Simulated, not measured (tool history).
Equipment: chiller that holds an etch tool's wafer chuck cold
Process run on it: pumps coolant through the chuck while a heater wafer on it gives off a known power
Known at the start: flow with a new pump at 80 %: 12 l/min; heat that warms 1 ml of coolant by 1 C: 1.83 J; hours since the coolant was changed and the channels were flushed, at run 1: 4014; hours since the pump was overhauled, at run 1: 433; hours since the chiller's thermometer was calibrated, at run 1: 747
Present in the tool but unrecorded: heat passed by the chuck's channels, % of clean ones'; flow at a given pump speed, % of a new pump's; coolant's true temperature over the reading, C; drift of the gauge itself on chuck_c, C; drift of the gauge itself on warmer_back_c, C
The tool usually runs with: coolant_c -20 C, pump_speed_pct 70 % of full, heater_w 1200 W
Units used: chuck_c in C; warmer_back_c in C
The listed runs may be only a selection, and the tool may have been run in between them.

| run | hour | coolant_c | pump_speed_pct | heater_w | hours since the coolant was changed and the channels were flushed | hours since the pump was overhauled | hours since the chiller's thermometer was calibrated | chuck_c | warmer_back_c |
|---|---|---|---|---|---|---|---|---|---|
| 1 | 0 | -20 | 70 | 1200 | 4014 | 433 | 747 | -11.5 | 3.73 |
| 2 | 46.8 | -20 | 70 | 1200 | 4061 | 480 | 794 | -11.5 | 3.74 |
| 3 | 102.3 | -20 | 70 | 1200 | 4117 | 536 | 849 | -11.5 | 3.71 |
| 4 | 141.4 | -18 | 70 | 1200 | 4156 | 575 | 889 | -9.5 | 3.73 |
| 5 | 165.1 | -18 | 70 | 1200 | 4179 | 598 | 912 | -9.6 | 3.71 |
| 6 | 189.4 | -20 | 70 | 614 | 4204 | 623 | 937 | -15.7 | 1.89 |
| 7 | 220.6 | -20 | 70 | 614 | 4235 | 654 | 968 | -15.7 | 1.86 |
| 8 | 251.5 | -20 | 70 | 1200 | 4266 | 685 | 999 | -11.6 | 3.66 |
| 9 | 306.1 | -20 | 70 | 1200 | 4321 | 739 | 1053 | -11.5 | 3.69 |
| 10 | 330.6 | -20 | 70 | 1200 | 4345 | 764 | 1078 | -11.5 | 3.63 |
| 11 | 373 | -20 | 70 | 1200 | 4387 | 806 | 1120 | -11.4 | 3.67 |
| 12 | 416.1 | -20 | 70 | 1200 | 4430 | 849 | 1163 | -11.6 | 3.67 |
| 13 | 450.6 | -20 | 70 | 1200 | 4465 | 884 | 1198 | -11.4 | 3.65 |
| 14 | 501.7 | -20 | 70 | 1200 | 4516 | 935 | 1249 | -11.4 | 3.66 |
| 15 | 531.5 | -20 | 70 | 1200 | 4546 | 965 | 1279 | -11.6 | 3.66 |
| 16 | 585.9 | -14 | 70 | 1200 | 4600 | 1019 | 1333 | -5.3 | 3.61 |
| 17 | 625.9 | -23 | 77 | 625 | 4640 | 1059 | 1373 | -19.1 | 1.64 |
| 18 | 675.3 | -29 | 70 | 625 | 4690 | 1109 | 1422 | -24.6 | 1.8 |
| 19 | 701.9 | -25 | 70 | 1211 | 4716 | 1135 | 1449 | -16.2 | 3.66 |
| 20 | 757.1 | -12 | 66 | 1211 | 4771 | 1190 | 1504 | -3.1 | 3.85 |
| 21 | 803.2 | -12 | 66 | 1211 | 4818 | 1237 | 1550 | -3 | 3.8 |
| 22 | 855.4 | -12 | 61 | 1292 | 4870 | 1289 | 1603 | -1.9 | 4.46 |
| 23 | 888.9 | -22 | 97 | 1292 | 4903 | 1322 | 1636 | -14.7 | 2.66 |
| 24 | 936.8 | -26 | 67 | 1110 | 4951 | 1370 | 1684 | -17.8 | 3.36 |
| 25 | 974.2 | -20 | 75 | 1523 | 4989 | 1408 | 1721 | -9.7 | 4.23 |
| 26 | 1000.8 | -20 | 75 | 1523 | 5015 | 1434 | 1748 | -9.7 | 4.16 |
| 27 | 1028.9 | -30 | 70 | 666 | 5043 | 1462 | 1776 | -25.4 | 1.83 |
| 28 | 1073.3 | -30 | 70 | 666 | 5088 | 1507 | 1820 | -25.5 | 1.77 |
| 29 | 1108.5 | -30 | 70 | 666 | 5123 | 1542 | 1856 | -25.2 | 1.82 |
| 30 | 1136.3 | -29 | 95 | 1320 | 5151 | 1570 | 1883 | -21.4 | 2.76 |
| 31 | 1162 | -22 | 89 | 1042 | 5176 | 1595 | 1909 | -15.7 | 2.21 |
| 32 | 1212.7 | -19 | 70 | 1200 | 5227 | 1646 | 1960 | -10.4 | 3.49 |

Below are 4 alternative next runs, each starting from the tool's condition after run 32. Predict each:
| A | 1266.6 | -20 | 89 | 614 | 5281 | 1700 | 2014 | ? | ? |
| B | 1266.6 | -20 | 98 | 1200 | 5281 | 1700 | 2014 | ? | ? |
| C | 1266.6 | -20 | 97 | 1200 | 5281 | 1700 | 2014 | ? | ? |
| D | 1266.6 | -29 | 91 | 711 | 5281 | 1700 | 2014 | ? | ? |

| run | chuck_c | warmer_back_c |
|---|---|---|
| A | -16.3 | 1.18 |
| B | -13.2 | 2.29 |
| C | -13.1 | 2.35 |
| D | -24.8 | 1.41 |
With the hidden condition removed and each run's random variation left untouched, the same runs would have given:
| run | chuck_c | warmer_back_c |
|---|---|---|
| A | -16.4 | 1.51 |
| B | -13.2 | 2.62 |
| C | -13.1 | 2.69 |
| D | -24.8 | 1.74 |

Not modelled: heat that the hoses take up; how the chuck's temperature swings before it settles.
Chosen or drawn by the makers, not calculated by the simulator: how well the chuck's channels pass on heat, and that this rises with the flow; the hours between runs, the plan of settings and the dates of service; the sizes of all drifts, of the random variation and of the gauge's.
